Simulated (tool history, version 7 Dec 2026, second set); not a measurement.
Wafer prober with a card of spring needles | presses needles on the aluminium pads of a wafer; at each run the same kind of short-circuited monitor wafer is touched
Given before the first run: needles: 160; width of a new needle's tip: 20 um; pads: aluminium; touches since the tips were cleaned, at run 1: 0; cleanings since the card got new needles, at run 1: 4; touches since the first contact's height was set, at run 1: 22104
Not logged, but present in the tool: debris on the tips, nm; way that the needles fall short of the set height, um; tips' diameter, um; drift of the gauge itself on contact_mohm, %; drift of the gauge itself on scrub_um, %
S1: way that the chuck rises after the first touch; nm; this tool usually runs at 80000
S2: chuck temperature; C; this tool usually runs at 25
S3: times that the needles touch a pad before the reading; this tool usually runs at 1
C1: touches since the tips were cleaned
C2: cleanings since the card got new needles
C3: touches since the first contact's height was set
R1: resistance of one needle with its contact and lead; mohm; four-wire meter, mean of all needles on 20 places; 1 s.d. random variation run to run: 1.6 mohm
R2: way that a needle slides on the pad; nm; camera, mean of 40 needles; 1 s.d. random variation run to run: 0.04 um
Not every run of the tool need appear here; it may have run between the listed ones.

run	day	S1	S2	S3	C1	C2	C3	R1	R2
1	0	80000	25	1	0	4	22104	149	17310
# day 0.567: tips cleaned on abrasive film
# day 1.079: tips cleaned on abrasive film
2	1.079	73000	25	1	0	6	31998	153	15800
# day 1.612: tips cleaned on abrasive film
3	1.988	73000	25	1	3469	7	40339	173	15720
# day 2.162: tips cleaned on abrasive film
# day 2.712: tips cleaned on abrasive film
4	2.846	73000	25	1	1225	9	48200	166	15730
# day 3.229: tips cleaned on abrasive film
5	3.571	73000	25	1	3143	10	54838	174	15630
# day 3.775: tips cleaned on abrasive film
# day 4.35: tips cleaned on abrasive film
6	4.458	73000	25	1	971	12	62958	163	15670
# day 4.908: tips cleaned on abrasive film
7	5.275	73000	25	1	3390	13	70491	176	15710
# day 5.45: tips cleaned on abrasive film
# day 5.971: tips cleaned on abrasive film
8	6.058	73000	25	1	819	15	77653	166	15560
# day 6.221: height of the first contact set anew
# day 6.5: tips cleaned on abrasive film
9	6.958	80000	25	1	4238	16	6765	172	16990
# day 7.058: tips cleaned on abrasive film
# day 7.617: tips cleaned on abrasive film
10	7.733	80000	25	1	1087	18	13839	163	16880
# day 8.162: tips cleaned on abrasive film
11	8.617	80000	25	2	4186	19	21946	163	16910
# day 8.712: tips cleaned on abrasive film
# day 9.238: tips cleaned on abrasive film
12	9.692	80000	25	1	4188	21	31809	172	16800
# day 9.796: tips cleaned on abrasive film
# day 10.217: height of the first contact set anew, once more
# day 10.404: tips cleaned on abrasive film
13	10.721	80000	25	1	2948	23	4632	169	17370
# day 10.954: tips cleaned on abrasive film
# day 11.517: tips cleaned on abrasive film
14	11.738	80000	25	1	2049	25	13933	166	17350
# day 12.05: tips cleaned on abrasive film
15	12.442	80000	25	1	3629	26	20404	170	17320
# day 12.583: tips cleaned on abrasive film
# day 13.167: tips cleaned on abrasive film
16	13.167	80000	37	1	0	28	27026	158	17320
# day 13.688: tips cleaned on abrasive film
17	13.775	80000	37	1	821	29	32595	161	17250
# day 14.271: tips cleaned on abrasive film
18	14.662	80000	77	2	3649	30	40769	171	17220
# day 14.788: tips cleaned on abrasive film
# day 15.317: tips cleaned on abrasive film
19	15.646	85000	47	1	3038	32	49743	169	18280
# day 15.833: tips cleaned on abrasive film
20	16.183	85000	47	1	3268	33	54707	172	18260
# day 16.367: tips cleaned on abrasive film
# day 16.892: tips cleaned on abrasive film
21	17.05	64000	53	2	1488	35	62630	171	13640
# day 17.4: tips cleaned on abrasive film
# day 17.912: tips cleaned on abrasive film
22	17.996	80000	57	2	744	37	71261	165	17050
# day 18.429: tips cleaned on abrasive film
# day 18.817: height of the first contact set anew
23	18.817	80000	57	2	3467	38	0	167	17360
# day 19.029: tips cleaned on abrasive film
# day 19.538: tips cleaned on abrasive film
24	19.762	80000	57	2	2046	40	8638	166	17360
# day 20.125: tips cleaned on abrasive film
25	20.225	80000	57	2	944	41	12908	160	17330
# day 20.675: tips cleaned on abrasive film
26	21.15	95000	28	3	4397	42	21400	160	20520
# day 21.212: tips cleaned on abrasive film
# day 21.783: tips cleaned on abrasive film
27	21.783	97000	28	1	0	44	27185	152	20910
# day 22.35: tips cleaned on abrasive film
28	22.842	97000	28	1	4540	45	36911	166	20890
# day 22.933: tips cleaned on abrasive film
29	23.362	97000	28	1	3970	46	41687	164	20920
# day 23.462: tips cleaned on abrasive film
# day 24.05: tips cleaned on abrasive film
30	24.283	80000	111	3	2149	48	50105	174	17160
# day 24.562: tips cleaned on abrasive film
31	25.017	71000	52	2	4208	49	56849	171	15100

Forecast each of these 3 alternatives for the next run:
# day 25.108: tips cleaned on abrasive film
# day 25.642: tips cleaned on abrasive film
A	25.967	67000	46	3	3017	51	65541	?	?
# day 25.108: tips cleaned on abrasive film
# day 25.642: tips cleaned on abrasive film
B	25.967	73000	52	2	3017	51	65541	?	?
# day 25.108: tips cleaned on abrasive film
# day 25.642: tips cleaned on abrasive film
C	25.967	95000	113	1	3017	51	65541	?	?

run	R1	R2
A	166	14290
B	168	15620
C	176	20420
What these runs would have given with no unlogged condition in the tool:
run	R1	R2
A	156	14540
B	154	15860
C	162	20670
